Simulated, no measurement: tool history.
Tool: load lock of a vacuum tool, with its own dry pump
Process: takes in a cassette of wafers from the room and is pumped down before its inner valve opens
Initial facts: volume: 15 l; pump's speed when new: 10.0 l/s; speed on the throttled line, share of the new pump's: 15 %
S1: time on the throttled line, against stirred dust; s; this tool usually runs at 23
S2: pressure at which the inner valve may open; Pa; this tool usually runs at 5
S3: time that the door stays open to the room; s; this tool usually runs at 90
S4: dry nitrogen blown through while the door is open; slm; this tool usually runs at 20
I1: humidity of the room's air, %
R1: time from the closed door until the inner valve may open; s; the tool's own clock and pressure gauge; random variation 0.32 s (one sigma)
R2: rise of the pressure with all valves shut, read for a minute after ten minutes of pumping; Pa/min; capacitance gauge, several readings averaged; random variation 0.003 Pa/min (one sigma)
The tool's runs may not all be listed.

{"run": 1, "hour": 0.0, "S1": 23, "S2": 5, "S3": 90, "S4": 20, "I1": 41.4, "R1": 35.9, "R2": 0.061}
{"run": 2, "hour": 375.4, "S1": 23, "S2": 5, "S3": 90, "S4": 20, "I1": 49.2, "R1": 35.4, "R2": 0.07}
{"run": 3, "hour": 799.1, "S1": 23, "S2": 5, "S3": 90, "S4": 20, "I1": 43.4, "R1": 35.7, "R2": 0.071}
{"run": 4, "hour": 1031.8, "S1": 23, "S2": 5, "S3": 26, "S4": 20, "I1": 45.9, "R1": 34.9, "R2": 0.053}
{"run": 5, "hour": 1441.5, "S1": 23, "S2": 5, "S3": 26, "S4": 20, "I1": 41.4, "R1": 35.5, "R2": 0.056}
{"run": 6, "hour": 1756.2, "S1": 23, "S2": 5, "S3": 26, "S4": 20, "I1": 48.7, "R1": 36.0, "R2": 0.064}
{"run": 7, "hour": 2249.1, "S1": 23, "S2": 5, "S3": 26, "S4": 20, "I1": 44.3, "R1": 35.6, "R2": 0.066}
{"run": 8, "hour": 2673.8, "S1": 23, "S2": 5, "S3": 26, "S4": 20, "I1": 47.8, "R1": 35.8, "R2": 0.072}
{"run": 9, "hour": 2899.7, "S1": 23, "S2": 5, "S3": 34, "S4": 20, "I1": 43.4, "R1": 35.7, "R2": 0.073}
{"run": 10, "hour": 3192.9, "S1": 23, "S2": 5, "S3": 34, "S4": 20, "I1": 44.0, "R1": 36.0, "R2": 0.075}
{"run": 11, "hour": 3458.0, "S1": 23, "S2": 5, "S3": 161, "S4": 20, "I1": 43.3, "R1": 36.4, "R2": 0.121}
{"run": 12, "hour": 3768.4, "S1": 23, "S2": 5, "S3": 161, "S4": 20, "I1": 45.4, "R1": 36.2, "R2": 0.125}
{"run": 13, "hour": 4044.8, "S1": 23, "S2": 5, "S3": 161, "S4": 20, "I1": 45.9, "R1": 35.6, "R2": 0.13}
{"run": 14, "hour": 4323.7, "S1": 23, "S2": 5, "S3": 161, "S4": 20, "I1": 44.4, "R1": 36.4, "R2": 0.128}
{"run": 15, "hour": 4787.3, "S1": 23, "S2": 5, "S3": 161, "S4": 20, "I1": 49.2, "R1": 35.6, "R2": 0.139}
{"run": 16, "hour": 5146.2, "S1": 23, "S2": 5, "S3": 161, "S4": 20, "I1": 40.9, "R1": 36.4, "R2": 0.136}
{"run": 17, "hour": 5523.6, "S1": 23, "S2": 5, "S3": 161, "S4": 20, "I1": 46.5, "R1": 37.0, "R2": 0.146}
{"run": 18, "hour": 5861.5, "S1": 23, "S2": 5, "S3": 161, "S4": 20, "I1": 41.6, "R1": 36.6, "R2": 0.145}
{"run": 19, "hour": 6388.5, "S1": 17, "S2": 9, "S3": 161, "S4": 20, "I1": 43.6, "R1": 30.2, "R2": 0.159}
{"run": 20, "hour": 6851.7, "S1": 17, "S2": 9, "S3": 161, "S4": 20, "I1": 44.7, "R1": 31.1, "R2": 0.164}
{"run": 21, "hour": 7122.0, "S1": 22, "S2": 7, "S3": 161, "S4": 20, "I1": 46.3, "R1": 35.2, "R2": 0.167}
{"run": 22, "hour": 7613.0, "S1": 15, "S2": 7, "S3": 126, "S4": 20, "I1": 44.9, "R1": 28.6, "R2": 0.159}
{"run": 23, "hour": 8121.7, "S1": 23, "S2": 9, "S3": 90, "S4": 16, "I1": 43.4, "R1": 35.6, "R2": 0.17}
{"run": 24, "hour": 8371.9, "S1": 23, "S2": 9, "S3": 90, "S4": 16, "I1": 47.6, "R1": 35.8, "R2": 0.168}
{"run": 25, "hour": 8651.3, "S1": 23, "S2": 9, "S3": 90, "S4": 16, "I1": 46.3, "R1": 36.0, "R2": 0.184}
{"run": 26, "hour": 9028.9, "S1": 24, "S2": 9, "S3": 90, "S4": 7, "I1": 45.8, "R1": 36.4, "R2": 0.208}
{"run": 27, "hour": 9359.8, "S1": 26, "S2": 9, "S3": 90, "S4": 7, "I1": 46.2, "R1": 38.5, "R2": 0.214}
{"run": 28, "hour": 9793.4, "S1": 26, "S2": 9, "S3": 90, "S4": 7, "I1": 48.9, "R1": 38.9, "R2": 0.223}
{"run": 29, "hour": 10210.6, "S1": 26, "S2": 6, "S3": 90, "S4": 7, "I1": 48.7, "R1": 39.8, "R2": 0.237}
{"run": 30, "hour": 10680.1, "S1": 40, "S2": 5, "S3": 187, "S4": 17, "I1": 45.7, "R1": 49.0, "R2": 0.252}
{"run": 31, "hour": 10906.1, "S1": 40, "S2": 5, "S3": 187, "S4": 17, "I1": 46.7, "R1": 49.7, "R2": 0.255}
{"run": 32, "hour": 11134.6, "S1": 19, "S2": 5, "S3": 92, "S4": 10, "I1": 43.1, "R1": 31.2, "R2": 0.241}
{"run": 33, "hour": 11681.2, "S1": 19, "S2": 5, "S3": 92, "S4": 10, "I1": 46.1, "R1": 31.7, "R2": 0.249}
{"run": 34, "hour": 12115.1, "S1": 22, "S2": 5, "S3": 90, "S4": 20, "I1": 48.1, "R1": 33.6, "R2": 0.241}
{"run": 35, "hour": 12588.1, "S1": 45, "S2": 4, "S3": 43, "S4": 4, "I1": 44.9, "R1": 54.6, "R2": 0.262}
{"run": 36, "hour": 13004.8, "S1": 23, "S2": 5, "S3": 90, "S4": 21, "I1": 46.4, "R1": 34.9, "R2": 0.255}

Withheld: 1 entry from between the runs. Position of each, and hidden state at the listed run before versus the listed run after:
After run 29, before run 30: dry pump taken out, an overhauled one fitted (hour 10310.7)
  pump's speed, % of a new pump's: 81 -> 99.6; leak at the door's seal, Pa l/s: 0.0409 -> 0.0433
  measured less the result without the state, R1: +2.6 -> +0.1 s; R2: +0.158 -> +0.168 Pa/min
